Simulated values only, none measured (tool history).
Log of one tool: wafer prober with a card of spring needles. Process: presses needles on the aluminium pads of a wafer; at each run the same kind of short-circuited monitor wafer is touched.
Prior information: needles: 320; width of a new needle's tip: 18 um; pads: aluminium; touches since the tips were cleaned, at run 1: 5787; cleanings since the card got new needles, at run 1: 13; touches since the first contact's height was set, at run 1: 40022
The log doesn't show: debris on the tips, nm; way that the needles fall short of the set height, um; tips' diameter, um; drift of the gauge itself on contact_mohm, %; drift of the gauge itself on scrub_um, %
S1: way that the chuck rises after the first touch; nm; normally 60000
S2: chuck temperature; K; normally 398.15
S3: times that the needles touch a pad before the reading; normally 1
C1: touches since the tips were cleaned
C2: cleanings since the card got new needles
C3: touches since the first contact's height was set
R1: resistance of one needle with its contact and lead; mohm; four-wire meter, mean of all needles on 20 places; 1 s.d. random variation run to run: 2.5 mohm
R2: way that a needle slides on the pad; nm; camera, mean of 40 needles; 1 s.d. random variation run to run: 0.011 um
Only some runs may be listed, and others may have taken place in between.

run     day     S1      S2  S3    C1  C2     C3   R1     R2
  1   0.000  60000  398.15   1  5787  13  40022  371  14170
      0.096  -- tips cleaned on abrasive film
  2   0.279  60000  398.15   1  3091  14  44720  369  14160
      0.538  -- tips cleaned on abrasive film
  3   0.571  60000  398.15   2   621  15  49715  300  14140
      0.992  -- tips cleaned on abrasive film
  4   1.154  60000  398.15   2  2774  16  59593  326  14110
      1.425  -- tips cleaned on abrasive film
  5   1.817  60000  398.15   2  6721  17  70919  343  14120
      1.862  -- tips cleaned on abrasive film
      2.171  -- height of the first contact set anew
  6   2.171  60000  398.15   2  5084  18      0  336  14220
      2.317  -- tips cleaned on abrasive film
  7   2.692  60000  398.15   2  6427  19   8863  342  14220
      2.750  -- tips cleaned on abrasive film
      3.212  -- tips cleaned on abrasive film
  8   3.221  60000  398.15   2   112  21  17810  295  14150
      3.638  -- tips cleaned on abrasive film
  9   3.729  60000  398.15   2  1587  22  26504  317  14160
      4.096  -- tips cleaned on abrasive film
 10   4.200  60000  303.15   1  1829  23  34527  330  14160
      4.525  -- tips cleaned on abrasive film
 11   4.812  59000  398.15   1  4913  24  44921  380  13890
      4.967  -- tips cleaned on abrasive film
 12   5.296  59000  398.15   1  5591  25  53146  381  13890
      5.417  -- tips cleaned on abrasive film
 13   5.804  59000  398.15   1  6630  26  61841  385  13880
      5.858  -- tips cleaned on abrasive film
      6.308  -- tips cleaned on abrasive film
 14   6.479  59000  398.15   1  2936  28  73282  361  13870
      6.738  -- height of the first contact set anew
      6.783  -- tips cleaned on abrasive film
 15   6.988  59000  398.15   1  3505  29   4225  369  13970
      7.221  -- tips cleaned on abrasive film
 16   7.383  59000  398.15   1  2813  30  10978  367  13970
      7.679  -- tips cleaned on abrasive film
 17   7.696  59000  398.15   1   247  31  16256  302  13960
      8.142  -- tips cleaned on abrasive film
 18   8.212  78000  306.15   1  1246  32  25072  294  18420
      8.588  -- tips cleaned on abrasive film
 19   8.638  43000  341.15   3   829  33  32267  301  10120
      9.050  -- tips cleaned on abrasive film
 20   9.204  70000  325.15   3  2682  34  41987  281  16510
      9.521  -- tips cleaned on abrasive film
 21   9.521  70000  307.15   1     0  35  47342  267  16510
      9.971  -- tips cleaned on abrasive film
 22  10.012  42000  347.15   3   745  36  55694  313   9860
     10.412  -- tips cleaned on abrasive film
 23  10.592  42000  347.15   3  3063  37  65575  345   9860
     10.854  -- tips cleaned on abrasive film
 24  10.962  54000  347.15   2  1922  38  71905  324  12670
     11.258  -- height of the first contact set anew
 25  11.258  54000  347.15   2  6750  38      0  352  12810
     11.317  -- tips cleaned on abrasive film
     11.792  -- tips cleaned on abrasive film
 26  11.867  47000  300.15   1  1256  40  10281  353  11100
     12.221  -- tips cleaned on abrasive film
 27  12.438  47000  398.15   2  3758  41  20048  379  11110
     12.667  -- tips cleaned on abrasive film
 28  13.046  67000  398.15   1  6503  42  30421  365  15830
     13.133  -- tips cleaned on abrasive film
     13.608  -- tips cleaned on abrasive film
 29  13.650  49000  398.15   1   664  44  40620  336  11540
     14.038  -- tips cleaned on abrasive film
 30  14.042  49000  398.15   1    31  45  47264  301  11540
     14.496  -- tips cleaned on abrasive film
 31  14.596  49000  385.15   2  1701  46  56732  343  11510
     14.921  -- tips cleaned on abrasive film
 32  15.183  42000  398.15   1  4502  47  66744  482   9860

Alternative continuations, all from the tool just after run 32; predict every row:
     15.367  -- tips cleaned on abrasive film
  A  15.592  50000  337.15   1  3842  48  73705   ?   ?
     15.367  -- tips cleaned on abrasive film
  B  15.592  60000  398.15   2  3842  48  73705   ?   ?
     15.367  -- tips cleaned on abrasive film
  C  15.592  71000  393.15   3  3842  48  73705   ?   ?

run   R1     R2
  A  412  11750
  B  340  14090
  C  307  16690
Stripped of hidden state, with their random variation kept, the same runs would have yielded:
run   R1     R2
  A  270  11870
  B  284  14210
  C  282  16810
